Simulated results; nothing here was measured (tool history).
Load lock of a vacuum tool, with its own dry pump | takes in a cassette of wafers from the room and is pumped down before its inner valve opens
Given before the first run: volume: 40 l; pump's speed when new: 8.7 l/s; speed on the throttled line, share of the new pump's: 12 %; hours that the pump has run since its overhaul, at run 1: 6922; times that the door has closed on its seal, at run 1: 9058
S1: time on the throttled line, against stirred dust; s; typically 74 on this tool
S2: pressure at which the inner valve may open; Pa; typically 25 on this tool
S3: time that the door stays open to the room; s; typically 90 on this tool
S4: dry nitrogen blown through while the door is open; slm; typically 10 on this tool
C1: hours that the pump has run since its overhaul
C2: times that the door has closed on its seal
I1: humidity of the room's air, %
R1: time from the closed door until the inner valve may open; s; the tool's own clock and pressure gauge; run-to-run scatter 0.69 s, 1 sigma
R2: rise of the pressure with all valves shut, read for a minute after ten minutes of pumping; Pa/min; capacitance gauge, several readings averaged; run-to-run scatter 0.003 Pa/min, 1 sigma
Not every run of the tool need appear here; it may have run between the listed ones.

Run 1, hour 0.0: usual settings; C1 6922; C2 9058; I1 47.7. Result: R1 106.6 s, R2 0.067 Pa/min.
Run 2, hour 368.1: usual settings; C1 7290; C2 10461; I1 44.9. Result: R1 107.6 s, R2 0.063 Pa/min.
Run 3, hour 738.5: usual settings; C1 7660; C2 11872; I1 43.6. Result: R1 105.9 s, R2 0.059 Pa/min.
Run 4, hour 1159.1: usual settings but S4 24 slm; C1 8081; C2 13474; I1 44.9. Result: R1 105.2 s, R2 0.049 Pa/min.
Run 5, hour 1568.0: usual settings but S4 24 slm; C1 8490; C2 15032; I1 44.5. Result: R1 106.9 s, R2 0.054 Pa/min.
Run 6, hour 1833.2: usual settings; C1 8755; C2 16042; I1 44.8. Result: R1 106.5 s, R2 0.076 Pa/min.
Run 7, hour 2205.3: usual settings; C1 9127; C2 17460; I1 45.3. Result: R1 107.7 s, R2 0.078 Pa/min.
Run 8, hour 2494.4: usual settings; C1 9416; C2 18561; I1 47.5. Result: R1 107.1 s, R2 0.081 Pa/min.
Run 9, hour 2782.0: usual settings; C1 9704; C2 19657; I1 44.5. Result: R1 107.3 s, R2 0.083 Pa/min.
Run 10, hour 3185.0: usual settings; C1 10107; C2 21192; I1 44.3. Result: R1 106.5 s, R2 0.087 Pa/min.
Run 11, hour 3427.8: usual settings; C1 10350; C2 22117; I1 42.9. Result: R1 107.4 s, R2 0.090 Pa/min.
Run 12, hour 3822.5: usual settings but S1 52 s; C1 10744; C2 23621; I1 48.2. Result: R1 88.0 s, R2 0.098 Pa/min.
Run 13, hour 4172.9: usual settings but S1 52 s; C1 11095; C2 24956; I1 44.8. Result: R1 86.9 s, R2 0.099 Pa/min.
Run 14, hour 4464.6: usual settings but S2 37 Pa; C1 11386; C2 26067; I1 46.6. Result: R1 105.9 s, R2 0.107 Pa/min.
Run 15, hour 4801.1: usual settings but S2 37 Pa; C1 11723; C2 27349; I1 42.8. Result: R1 104.4 s, R2 0.105 Pa/min.
Run 16, hour 5182.5: usual settings but S2 37 Pa; C1 12104; C2 28802; I1 41.0. Result: R1 106.4 s, R2 0.110 Pa/min.
Run 17, hour 5460.9: usual settings but S2 37 Pa; C1 12383; C2 29863; I1 45.1. Result: R1 105.4 s, R2 0.117 Pa/min.
Run 18, hour 5799.8: usual settings but S1 47 s, S2 37 Pa, S3 50 s, S4 37 slm; C1 12722; C2 31154; I1 45.7. Result: R1 82.4 s, R2 0.092 Pa/min.
Run 19, hour 6094.5: usual settings but S2 20 Pa, S4 6 slm; C1 13016; C2 32276; I1 46.6. Result: R1 109.2 s, R2 0.135 Pa/min.
Run 20, hour 6475.1: usual settings but S2 19 Pa, S4 6 slm; C1 13397; C2 33727; I1 45.2. Result: R1 111.0 s, R2 0.149 Pa/min.
Run 21, hour 6733.5: usual settings but S2 19 Pa, S4 6 slm; C1 13655; C2 34711; I1 45.5. Result: R1 109.3 s, R2 0.145 Pa/min.
Run 22, hour 7120.0: usual settings but S1 92 s, S2 33 Pa, S3 239 s, S4 12 slm; C1 14042; C2 36184; I1 44.2. Result: R1 122.1 s, R2 0.158 Pa/min.
Run 23, hour 7361.8: usual settings but S1 92 s, S2 33 Pa, S3 239 s, S4 12 slm; C1 14284; C2 37105; I1 44.1. Result: R1 122.5 s, R2 0.161 Pa/min.
Run 24, hour 7684.8: usual settings but S2 23 Pa, S3 139 s, S4 15 slm; C1 14607; C2 38335; I1 45.2. Result: R1 108.3 s, R2 0.145 Pa/min.
Run 25, hour 8096.9: usual settings but S2 23 Pa, S3 139 s, S4 15 slm; C1 15019; C2 39905; I1 45.9. Result: R1 109.2 s, R2 0.152 Pa/min.
Run 26, hour 8290.1: usual settings but S1 103 s, S2 21 Pa, S3 111 s, S4 15 slm; C1 15212; C2 40641; I1 43.3. Result: R1 135.6 s, R2 0.151 Pa/min.
Run 27, hour 8603.5: usual settings but S1 104 s, S2 46 Pa, S4 44 slm; C1 15525; C2 41835; I1 45.2. Result: R1 132.0 s, R2 0.136 Pa/min.
Run 28, hour 9028.7: usual settings but S1 104 s, S2 46 Pa, S4 44 slm; C1 15950; C2 43455; I1 44.1. Result: R1 132.1 s, R2 0.146 Pa/min.
Run 29, hour 9417.7: usual settings but S1 104 s, S2 46 Pa, S4 24 slm; C1 16339; C2 44937; I1 44.4. Result: R1 131.4 s, R2 0.160 Pa/min.
Run 30, hour 9818.3: usual settings but S1 66 s, S2 18 Pa, S4 16 slm; C1 16740; C2 46463; I1 45.1. Result: R1 105.4 s, R2 0.171 Pa/min.
Run 31, hour 10029.8: usual settings but S2 26 Pa, S3 107 s, S4 5 slm; C1 16952; C2 47269; I1 43.6. Result: R1 110.8 s, R2 0.207 Pa/min.
Run 32, hour 10355.1: usual settings but S2 26 Pa, S3 107 s, S4 5 slm; C1 17277; C2 48508; I1 48.6. Result: R1 108.8 s, R2 0.220 Pa/min.

Below, some changes in R1 between adjacent runs. For each, the amount present without the hidden state too (settings, incoming material, random variation) and the amount remaining for the hidden state with gauge scatter not shared by both compared results:
Hidden conditions of the tool in this case: pump's speed, % of a new pump's; leak at the door's seal, Pa l/s; drift of the gauge itself on ready_s, %; drift of the gauge itself on rise_pa_min, %.
Run 17 -> 18: S1 74 -> 47, S3 90 -> 50, S4 10 -> 37. R1 -23.0 s: hidden state +0.6, all else -23.6.
Run 18 -> 19: S1 47 -> 74, S2 37 -> 20, S3 50 -> 90, S4 37 -> 6. R1 +26.8 s: hidden state +0.1, all else +26.7.
Run 25 -> 26: S1 74 -> 103, S2 23 -> 21, S3 139 -> 111. R1 +26.4 s: hidden state -0.5, all else +26.9.
Run 26 -> 27: S1 103 -> 104, S2 21 -> 46, S3 111 -> 90, S4 15 -> 44. R1 -3.6 s: hidden state -0.7, all else -2.9.
Run 29 -> 30: S1 104 -> 66, S2 46 -> 18, S4 24 -> 16. R1 -26.0 s: hidden state +2.2, all else -28.2.
